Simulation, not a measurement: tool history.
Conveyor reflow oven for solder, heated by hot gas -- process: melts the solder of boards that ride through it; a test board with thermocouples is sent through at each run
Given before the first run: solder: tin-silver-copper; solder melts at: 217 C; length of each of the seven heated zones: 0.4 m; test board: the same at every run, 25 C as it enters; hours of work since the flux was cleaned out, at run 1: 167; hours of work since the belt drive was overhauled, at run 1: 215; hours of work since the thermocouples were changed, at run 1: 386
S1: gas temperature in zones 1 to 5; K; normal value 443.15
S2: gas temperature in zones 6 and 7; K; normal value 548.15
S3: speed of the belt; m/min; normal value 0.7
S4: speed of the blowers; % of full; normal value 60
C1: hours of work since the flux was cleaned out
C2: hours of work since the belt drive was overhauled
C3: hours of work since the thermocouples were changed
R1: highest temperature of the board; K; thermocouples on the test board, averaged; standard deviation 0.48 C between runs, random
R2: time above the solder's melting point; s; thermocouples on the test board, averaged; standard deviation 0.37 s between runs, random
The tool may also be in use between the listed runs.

run   hour      S1      S2     S3  S4   C1   C2   C3      R1    R2
  1      0  443.15  548.15    0.7  60  167  215  386  531.65  53.9
  2    7.5  443.15  548.15    0.7  59  171  219  390  529.95  53.5
  3   17.7  443.15  548.15    0.7  59  177  225  395  530.85  53.2
  4     23  443.15  548.15    0.7  59  180  228  398  530.95  52.8
  5   27.7  443.15  548.15    0.7  59  182  230  401  530.55  53.8
  6   37.7  443.15  548.15    0.7  59  187  236  406  530.35  53.1
  7   43.7  443.15  548.15    0.7  59  191  239  409  530.95  53.1
  8     49  443.15  548.15    0.7  59  194  242  412  530.45  52.8
  9     54  443.15  548.15    0.7  60  196  244  415  530.55  53.6
 10   58.8  443.15  548.15   0.68  60  199  247  418  531.65  55.8
 11   65.9  443.15  548.15   0.68  60  203  251  421  531.15  56.1
 12   75.4  443.15  548.15   0.68  72  208  256  426  534.25  57.8
 13   86.1  443.15  548.15  0.562  60  214  262  432  538.45  72.1
 14   92.2  443.15  548.15    0.7  60  217  265  436  530.85  53.7
 15  102.6  443.15  548.15    0.7  60  222  271  441  530.85    53
 16  111.1  443.15  548.15    0.7  60  227  275  446  530.65  52.8
 17  116.5  443.15  542.15  0.688  52  230  278  449  524.05  50.2
 18  123.8  441.15  542.15  0.688  72  234  282  453  528.25  53.7
 19  129.1  441.15  542.15  0.694  72  237  285  455  527.55  52.4
 20  137.4  441.15  542.15  0.694  72  241  289  460  528.85  51.8
 21  145.7  441.15  542.15  0.694  72  246  294  464  529.55  52.7
 22  154.8  441.15  542.15  0.694  72  251  299  469  528.35  52.1
 23  161.9  443.15  562.15    0.7  75  254  302  473  547.15  61.6
 24  169.8  443.15  548.15    0.7  85  259  307  477  536.15  56.5
 25  180.5  456.15  548.15    0.7  64  264  312  483  533.95  59.5
 26  189.2  456.15  548.15    0.7  64  269  317  488  533.95  59.3
 27  195.9  436.15  540.15  0.685  64  273  321  491  523.95  48.8
 28  202.2  430.15  556.15  0.685  54  276  324  495  533.45  52.5
 29  209.3  443.15  562.15    0.7  79  280  328  499  547.75  62.4
 30  219.6  443.15  555.15    0.7  74  285  334  504  540.65  58.2
 31  227.6  443.15  555.15    0.7  74  290  338  508  539.85  58.6
 32  232.8  443.15  561.15    0.7  60  293  341  511  540.95  59.1

Selected run-to-run steps in R1, each split into two signed amounts: the part the tool would show with no hidden state at all (from settings, incoming material and random variation), and the remainder, which goes to the hidden state together with any gauge scatter not common to the measured and the hidden-state-free results:
Hidden state at play: heat that the gas passes to the board, % of a clean oven's; belt's true speed, % of the reading; true gas temperature in zones 6 and 7 over the reading, C; drift of the gauge itself on peak_c, C; drift of the gauge itself on liquid_s, %.
Run 12 -> 13: S3 0.68 -> 0.562, S4 72 -> 60. R1 +4.2 K: hidden state +0.4, all else +3.8.
Run 13 -> 14: S3 0.562 -> 0.7. R1 -7.6 K: hidden state -0.5, all else -7.1.
Run 22 -> 23: S1 441.15 -> 443.15, S2 542.15 -> 562.15, S3 0.694 -> 0.7, S4 72 -> 75. R1 +18.8 K: hidden state -0.2, all else +19.
Run 23 -> 24: S2 562.15 -> 548.15, S4 75 -> 85. R1 -11 K: hidden state +0.1, all else -11.1.
Run 24 -> 25: S1 443.15 -> 456.15, S4 85 -> 64. R1 -2.2 K: hidden state +0.3, all else -2.5.
Run 28 -> 29: S1 430.15 -> 443.15, S2 556.15 -> 562.15, S3 0.685 -> 0.7, S4 54 -> 79. R1 +14.3 K: hidden state -0.2, all else +14.5.
